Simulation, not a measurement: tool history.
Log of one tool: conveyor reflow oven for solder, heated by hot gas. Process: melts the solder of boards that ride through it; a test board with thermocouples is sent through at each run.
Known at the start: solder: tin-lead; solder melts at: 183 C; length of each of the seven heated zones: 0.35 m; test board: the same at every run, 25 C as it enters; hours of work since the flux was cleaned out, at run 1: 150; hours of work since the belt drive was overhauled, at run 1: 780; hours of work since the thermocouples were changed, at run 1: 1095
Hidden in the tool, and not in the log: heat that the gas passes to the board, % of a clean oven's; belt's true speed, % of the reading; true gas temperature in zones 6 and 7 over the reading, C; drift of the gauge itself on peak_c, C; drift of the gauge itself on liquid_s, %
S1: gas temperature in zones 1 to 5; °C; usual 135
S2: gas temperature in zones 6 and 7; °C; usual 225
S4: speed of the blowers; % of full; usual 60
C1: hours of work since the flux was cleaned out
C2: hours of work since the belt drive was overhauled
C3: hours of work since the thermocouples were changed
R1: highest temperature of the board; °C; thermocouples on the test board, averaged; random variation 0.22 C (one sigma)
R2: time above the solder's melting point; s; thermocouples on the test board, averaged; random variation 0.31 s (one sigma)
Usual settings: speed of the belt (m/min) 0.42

Run 1, hour 0: usual settings; C1 150; C2 780; C3 1095. Result: R1 206.8 °C, R2 60.3 s.
Run 2, hour 57.1: usual settings; C1 188; C2 817; C3 1132. Result: R1 207.1 °C, R2 60.2 s.
Run 3, hour 104.6: usual settings; C1 219; C2 848; C3 1163. Result: R1 206.6 °C, R2 60.5 s.
Run 4, hour 154.7: usual settings; C1 251; C2 881; C3 1196. Result: R1 207 °C, R2 60 s.
Run 5, hour 211.8: usual settings; C1 289; C2 918; C3 1233. Result: R1 206.8 °C, R2 60 s.
Run 6, hour 270.8: usual settings; C1 327; C2 957; C3 1272. Result: R1 206.9 °C, R2 60.5 s.
At hour 275.6: thermocouples of zones 6 and 7 changed.
Run 7, hour 327.2: usual settings; C1 362; C2 992; C3 34. Result: R1 206.8 °C, R2 60.5 s.
At hour 336.1: flux residue cleaned out of gas plates and filters.
Run 8, hour 391: usual settings; C1 36; C2 1031; C3 72. Result: R1 207.1 °C, R2 60.6 s.
Run 9, hour 427.1: usual settings but speed of the belt (m/min) 0.37; C1 59; C2 1054; C3 96. Result: R1 210.6 °C, R2 76.8 s.
Run 10, hour 487: usual settings but speed of the belt (m/min) 0.37; C1 98; C2 1093; C3 135. Result: R1 210.9 °C, R2 76 s.
Run 11, hour 530.1: usual settings; C1 127; C2 1121; C3 163. Result: R1 207.1 °C, R2 60.3 s.
Run 12, hour 590.4: usual settings; C1 166; C2 1161; C3 202. Result: R1 206.6 °C, R2 60 s.
Run 13, hour 635.9: usual settings; C1 195; C2 1190; C3 232. Result: R1 206.9 °C, R2 60.6 s.
Run 14, hour 690.4: usual settings but S2 227 °C, speed of the belt (m/min) 0.398, S4 72 % of full; C1 231; C2 1226; C3 267. Result: R1 212.9 °C, R2 74.1 s.
Run 15, hour 720.5: usual settings but S2 227 °C, speed of the belt (m/min) 0.398, S4 72 % of full; C1 251; C2 1245; C3 287. Result: R1 213.1 °C, R2 73.7 s.
Run 16, hour 779.6: usual settings but S2 227 °C, speed of the belt (m/min) 0.398, S4 72 % of full; C1 289; C2 1284; C3 325. Result: R1 213.3 °C, R2 74.5 s.
Run 17, hour 823.3: usual settings but S1 122 °C, S2 230 °C; C1 318; C2 1313; C3 354. Result: R1 208.4 °C, R2 57.3 s.
Run 18, hour 858.5: usual settings but S1 123 °C, S2 230 °C, speed of the belt (m/min) 0.471, S4 57 % of full; C1 341; C2 1335; C3 377. Result: R1 203 °C, R2 42.5 s.
At hour 900.3: flux residue cleaned out of gas plates and filters.
Run 19, hour 905.3: usual settings but S1 123 °C, S2 230 °C, speed of the belt (m/min) 0.471, S4 67 % of full; C1 3; C2 1363; C3 404. Result: R1 205.7 °C, R2 47.9 s.
Run 20, hour 964.1: usual settings but S1 134 °C, S2 219 °C, speed of the belt (m/min) 0.371, S4 58 % of full; C1 42; C2 1401; C3 442. Result: R1 204.7 °C, R2 66.3 s.
Run 21, hour 1010.4: usual settings but S2 224 °C; C1 72; C2 1431; C3 473. Result: R1 206 °C, R2 59.8 s.
Run 22, hour 1050.3: usual settings but S1 146 °C, S2 228 °C; C1 98; C2 1457; C3 499. Result: R1 211.6 °C, R2 72.5 s.
Run 23, hour 1092.7: usual settings but S1 146 °C, S2 228 °C; C1 125; C2 1485; C3 526. Result: R1 212.1 °C, R2 72.5 s.
Run 24, hour 1119.1: usual settings but S1 146 °C, S2 228 °C; C1 143; C2 1502; C3 544. Result: R1 210.9 °C, R2 71.6 s.
Run 25, hour 1153.1: usual settings but S1 146 °C, S2 228 °C, speed of the belt (m/min) 0.34, S4 63 % of full; C1 165; C2 1524; C3 566. Result: R1 218.1 °C, R2 99.5 s.

5 ways to go on from here, each from the tool as it stands after run 25. What would each give?
Run A, hour 1193.4: usual settings but S1 130 °C, S2 228 °C, speed of the belt (m/min) 0.34, S4 63 % of full; C1 191; C2 1551; C3 592. Result: R1 ?, R2 ?.
Run B, hour 1193.4: usual settings but S1 146 °C, S2 228 °C, speed of the belt (m/min) 0.477, S4 63 % of full; C1 191; C2 1551; C3 592. Result: R1 ?, R2 ?.
Run C, hour 1193.4: usual settings but S1 145 °C, S2 228 °C, speed of the belt (m/min) 0.34; C1 191; C2 1551; C3 592. Result: R1 ?, R2 ?.
Run D, hour 1193.4: usual settings but S1 146 °C, S2 213 °C, speed of the belt (m/min) 0.408, S4 63 % of full; C1 191; C2 1551; C3 592. Result: R1 ?, R2 ?.
Run E, hour 1193.4: usual settings but S1 146 °C, S2 228 °C, speed of the belt (m/min) 0.5, S4 77 % of full; C1 191; C2 1551; C3 592. Result: R1 ?, R2 ?.

run     R1    R2
  A  215.5  88.8
  B  208.6    59
  C    217  98.3
  D  200.7  58.4
  E    210  58.8
Without the tool's hidden state the same runs would have given:
run     R1    R2
  A  215.6  88.7
  B  208.6    59
  C    217  98.3
  D  200.7  58.5
  E  210.1  58.8

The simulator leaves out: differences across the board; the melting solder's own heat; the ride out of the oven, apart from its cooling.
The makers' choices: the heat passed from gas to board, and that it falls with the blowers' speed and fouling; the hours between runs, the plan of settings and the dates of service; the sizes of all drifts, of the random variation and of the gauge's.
